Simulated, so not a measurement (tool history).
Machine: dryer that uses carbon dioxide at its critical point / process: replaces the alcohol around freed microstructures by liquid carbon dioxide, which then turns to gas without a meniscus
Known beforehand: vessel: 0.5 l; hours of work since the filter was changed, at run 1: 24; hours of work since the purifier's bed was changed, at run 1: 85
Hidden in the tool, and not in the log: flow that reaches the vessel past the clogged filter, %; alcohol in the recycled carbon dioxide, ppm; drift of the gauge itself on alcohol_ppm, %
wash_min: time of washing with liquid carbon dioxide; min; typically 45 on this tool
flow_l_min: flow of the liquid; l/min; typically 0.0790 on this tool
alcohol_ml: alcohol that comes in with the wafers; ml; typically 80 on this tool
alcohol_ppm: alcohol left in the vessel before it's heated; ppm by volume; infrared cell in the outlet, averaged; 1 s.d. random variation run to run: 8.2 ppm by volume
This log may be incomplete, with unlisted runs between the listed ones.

run   hour  wash_min  flow_l_min  alcohol_ml  hours of work since the filter was changed  hours of work since the purifier's bed was changed  alcohol_ppm
  1    0.0        45      0.0790          80                                          24                                                  85          447
  2    9.2        45      0.0679          80                                          29                                                  90         1017
  3   17.1        45      0.0679          80                                          34                                                  94         1022
  4   27.0        45      0.0679          80                                          39                                                 100         1029
  5   35.7        45      0.0679          80                                          44                                                 105         1060
  6   47.3        45      0.0679          80                                          50                                                 111         1035
  7   57.6        45      0.0679          80                                          56                                                 117         1024
  8   67.0        45      0.0679          80                                          61                                                 122         1064
  9   78.1        45      0.0679          80                                          67                                                 128         1064
 10   84.8        45      0.0790          79                                          71                                                 132          469
 11   95.8        45      0.0790          79                                          77                                                 138          471
 12  106.7        45      0.0790          80                                          83                                                 144          499
 13  115.7        42      0.0790          80                                          88                                                 149          743
 14  127.3        45      0.0790          80                                          95                                                 155          512
 15  134.3        45      0.0790          80                                          99                                                 159          504
 16  142.4        45      0.0790          80                                         103                                                 164          512
 17  150.1        45      0.0790          80                                         107                                                 168          515
 18  155.4        45      0.0790          80                                         110                                                 171          528
 19  165.3        45      0.0790          80                                         116                                                 176          539
 20  175.5        45      0.0790          80                                         121                                                 182          531
 21  180.3        45      0.0790          80                                         124                                                 185          555
 22  190.7        45      0.0790          80                                         130                                                 190          527
 23  202.2        45      0.0790          80                                         136                                                 197          545
 24  208.1        45      0.0790          80                                         139                                                 200          547
 25  218.3        40      0.0911          80                                         145                                                 206          499
 26  226.3        45      0.0841          24                                         149                                                 210          161
 27  233.6        70      0.1212          21                                         153                                                 214           36
 28  242.3        70      0.1212          21                                         158                                                 219           44
 29  248.2        48      0.0889          48                                         162                                                 222          148
 30  254.4        37      0.0790          80                                         165                                                 226         1503
 31  259.2        28      0.1302         109                                         168                                                 228          721
 32  269.9        28      0.0904         118                                         174                                                 234         4116
 33  276.8        59      0.0548          50                                         177                                                 238          570
 34  284.2        59      0.0548          50                                         182                                                 242          566
 35  290.9        59      0.0548          50                                         185                                                 246          566
 36  301.6        59      0.0722          26                                         191                                                 252          110
 37  310.5        59      0.0685          25                                         196                                                 257          129
 38  318.2        29      0.0480          32                                         200                                                 261         6727
 39  327.8        61      0.0831          44                                         206                                                 266           80
 40  334.4        43      0.0955          28                                         209                                                 270          142
 41  339.6        45      0.1055          59                                         212                                                 273          120
 42  345.5        31      0.0595          80                                         215                                                 276         8422
 43  355.8        31      0.0595          39                                         221                                                 282         4100
 44  363.9        35      0.0595          38                                         226                                                 286         2738
 45  368.7        35      0.0595          38                                         228                                                 289         2716
 46  376.3        51      0.0595          20                                         232                                                 293          379

A few steps of alcohol_ppm between consecutive runs. Split each: what settings, incoming material and random variation would produce without the hidden state, and what is left over for the hidden state, along with gauge scatter present in only one of the two compared results (measured, and without hidden state):
Run 37 -> 38: wash_min 59 -> 29, flow_l_min 0.0685 -> 0.0480, alcohol_ml 25 -> 32. alcohol_ppm +6598 ppm by volume: hidden state +576, all else +6022.
Run 38 -> 39: wash_min 29 -> 61, flow_l_min 0.0480 -> 0.0831, alcohol_ml 32 -> 44. alcohol_ppm -6647 ppm by volume: hidden state -585, all else -6062.
Run 41 -> 42: wash_min 45 -> 31, flow_l_min 0.1055 -> 0.0595, alcohol_ml 59 -> 80. alcohol_ppm +8302 ppm by volume: hidden state +1017, all else +7285.
